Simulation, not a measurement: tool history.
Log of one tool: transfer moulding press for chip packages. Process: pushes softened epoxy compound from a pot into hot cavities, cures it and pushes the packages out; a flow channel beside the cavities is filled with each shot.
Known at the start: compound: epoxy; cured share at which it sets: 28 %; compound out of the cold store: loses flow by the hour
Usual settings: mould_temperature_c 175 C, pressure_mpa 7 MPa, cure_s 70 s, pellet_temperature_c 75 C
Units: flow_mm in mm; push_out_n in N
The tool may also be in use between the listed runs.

run,day,mould_temperature_c,pressure_mpa,cure_s,pellet_temperature_c,incoming compound's hours out of the cold store,flow_mm,push_out_n
1,0,175,7,70,75,39.6,616,462
# day 0.192: cavities cleaned with cleaning compound and waxed
2,0.479,175,8.56,70,75,14.7,752,490
3,0.946,175,8.56,70,75,19.2,735,484
4,1.304,175,7,70,75,9.2,694,488
5,1.517,175,6.15,70,75,38.6,577,460
6,1.846,175,6.15,70,75,24.3,613,466
# day 2.233: cavities cleaned with cleaning compound and waxed
7,2.3,175,6.15,70,75,29.5,598,473
8,2.533,175,6.15,70,75,34.6,591,476
9,2.8,175,5.39,70,75,16.8,584,485
10,3.2,175,5.39,103,75,34.2,554,281
11,3.525,175,5.64,70,75,45.5,537,446
12,3.788,174,5.64,55,78,12.4,618,933
13,4.108,174,5.64,55,78,23.9,584,926
# day 4.262: cavities cleaned with cleaning compound and waxed
14,4.571,174,5.64,55,78,26,579,912
15,5.067,174,5.64,55,78,47.5,536,863
16,5.575,175,5.88,70,75,47.3,543,449
17,5.992,178,7.43,86,76,45.4,609,284
# day 6.283: cavities cleaned with cleaning compound and waxed
18,6.367,173,7,63,75,39.4,625,675

5 ways to go on from here, each from the tool as it stands after run 18. What would each give?
A,6.842,175,8.16,70,75,30.7,?,?
B,6.842,167,5.61,63,75,34.1,?,?
C,6.842,182,7,70,83,11.7,?,?
D,6.842,175,6.86,62,80,12,?,?
E,6.842,173,7,63,74,25.3,?,?

run,flow_mm,push_out_n
A,683,457
B,572,989
C,680,322
D,667,656
E,654,737
Without the tool's hidden state the same runs would have given:
run,flow_mm,push_out_n
A,683,455
B,572,986
C,681,321
D,667,654
E,655,735

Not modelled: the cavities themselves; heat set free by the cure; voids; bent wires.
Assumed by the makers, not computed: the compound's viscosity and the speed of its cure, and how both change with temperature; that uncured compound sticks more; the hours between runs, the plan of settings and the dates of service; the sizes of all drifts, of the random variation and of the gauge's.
